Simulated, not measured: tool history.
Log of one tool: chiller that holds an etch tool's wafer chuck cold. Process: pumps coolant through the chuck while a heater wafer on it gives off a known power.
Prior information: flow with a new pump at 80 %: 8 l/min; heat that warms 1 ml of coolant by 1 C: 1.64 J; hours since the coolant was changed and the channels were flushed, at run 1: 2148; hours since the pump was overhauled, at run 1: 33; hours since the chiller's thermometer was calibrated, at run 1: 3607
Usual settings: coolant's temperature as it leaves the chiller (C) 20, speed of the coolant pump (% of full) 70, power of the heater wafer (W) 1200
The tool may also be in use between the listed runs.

run	day	coolant's temperature as it leaves the chiller (C)	speed of the coolant pump (% of full)	power of the heater wafer (W)	hours since the coolant was changed and the channels were flushed	hours since the pump was overhauled	hours since the chiller's thermometer was calibrated	chuck's temperature once it has settled (C)	how much warmer the coolant comes back (C)
1	0.000	20	70	1200	2148	33	3607	34.0	6.30
2	2.588	20	70	1200	2210	95	3669	33.9	6.33
# day 3.542: chiller's thermometer calibrated
3	5.233	20	70	1200	2273	157	41	33.9	6.33
4	9.800	24	70	1200	2382	267	150	38.0	6.29
5	14.475	24	70	1200	2494	379	262	37.9	6.33
6	17.767	24	70	1200	2573	458	341	37.9	6.36
7	22.762	20	70	1200	2693	578	461	33.9	6.31
8	26.271	20	70	1567	2777	662	545	38.2	8.31
9	31.554	20	70	1567	2904	789	672	38.1	8.28
10	34.917	20	70	1567	2985	870	753	38.1	8.32
11	37.342	19	70	1200	3043	928	811	33.0	6.42
12	42.396	20	70	921	3164	1049	932	30.7	4.92
13	45.146	20	75	921	3230	1115	998	30.3	4.61
14	47.625	20	84	1200	3290	1175	1058	32.6	5.31
15	52.992	20	84	1200	3419	1303	1187	32.5	5.37
16	56.679	20	70	1200	3507	1392	1275	33.7	6.41
17	59.846	11	64	1107	3583	1468	1351	24.7	6.55
18	65.392	14	70	1093	3716	1601	1484	26.6	5.87
19	68.258	29	70	1217	3785	1670	1553	43.1	6.63
20	70.842	13	70	1217	3847	1732	1615	27.1	6.54
21	74.108	13	70	1187	3926	1810	1694	26.5	6.39
22	78.562	15	95	1154	4032	1917	1800	26.2	4.60
23	82.129	20	75	839	4118	2003	1886	29.4	4.31
24	85.100	29	68	827	4189	2074	1957	38.8	4.66
25	90.296	22	70	707	4314	2199	2082	30.2	3.87
26	92.833	20	61	608	4375	2260	2143	27.6	3.92
27	97.229	16	70	1681	4480	2365	2248	35.5	9.03
28	101.988	16	70	1681	4595	2479	2363	35.7	9.05
29	107.771	16	96	630	4733	2618	2501	22.3	2.67
30	112.246	23	85	630	4841	2725	2609	29.5	2.94
31	117.129	12	82	1171	4958	2843	2726	24.3	5.59
32	120.571	12	82	1171	5041	2925	2809	24.4	5.51

Difference, measured minus no-hidden-state, one row per run. Run-to-run variation is common to both terms; the gauge's own scatter need not be:
Hidden state at play: heat passed by the chuck's channels, % of clean ones'; flow at a given pump speed, % of a new pump's; coolant's true temperature over the reading, C; drift of the gauge itself on chuck_c, C; drift of the gauge itself on warmer_back_c, C.
run	how much warmer the coolant comes back (C)
1	+0.00
2	+0.00
3	+0.01
4	+0.02
5	+0.04
6	+0.04
7	+0.05
8	+0.06
9	+0.07
10	+0.09
11	+0.09
12	+0.11
13	+0.11
14	+0.12
15	+0.13
16	+0.15
17	+0.15
18	+0.16
19	+0.17
20	+0.17
21	+0.19
22	+0.20
23	+0.20
24	+0.21
25	+0.22
26	+0.23
27	+0.24
28	+0.25
29	+0.27
30	+0.27
31	+0.29
32	+0.29
chuck's temperature once it has settled (C): within 0.1 of the measured result in every run.
